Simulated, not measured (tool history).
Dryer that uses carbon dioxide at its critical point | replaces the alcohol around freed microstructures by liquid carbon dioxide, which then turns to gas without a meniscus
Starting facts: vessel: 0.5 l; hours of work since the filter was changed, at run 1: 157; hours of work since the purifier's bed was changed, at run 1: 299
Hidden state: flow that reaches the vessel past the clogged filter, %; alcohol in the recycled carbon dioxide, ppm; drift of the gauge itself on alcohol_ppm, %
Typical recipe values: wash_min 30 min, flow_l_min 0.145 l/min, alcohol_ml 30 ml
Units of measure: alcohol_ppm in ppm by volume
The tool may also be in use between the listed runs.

run,hour,wash_min,flow_l_min,alcohol_ml,hours of work since the filter was changed,hours of work since the purifier's bed was changed,alcohol_ppm
1,0.0,30,0.145,30,157,299,119
2,21.2,30,0.145,30,168,310,111
3,42.4,30,0.145,30,179,321,122
4,60.7,30,0.145,30,188,330,123
5,83.4,30,0.145,30,200,342,124
6,107.9,45,0.145,30,213,354,31
7,120.8,30,0.142,30,219,361,144
8,146.1,30,0.142,30,232,374,144
9,166.7,30,0.120,30,243,384,341
10,177.8,30,0.120,30,248,390,348
11,192.2,42,0.207,30,256,397,28
12,214.2,19,0.141,27,267,409,1157

The next listed run, before its measurement:
13,237.1,19,0.203,82,279,420,?

alcohol_ppm: 719 ppm by volume
Minus the tool's unlogged condition, the same run would have read alcohol_ppm 426 ppm by volume.

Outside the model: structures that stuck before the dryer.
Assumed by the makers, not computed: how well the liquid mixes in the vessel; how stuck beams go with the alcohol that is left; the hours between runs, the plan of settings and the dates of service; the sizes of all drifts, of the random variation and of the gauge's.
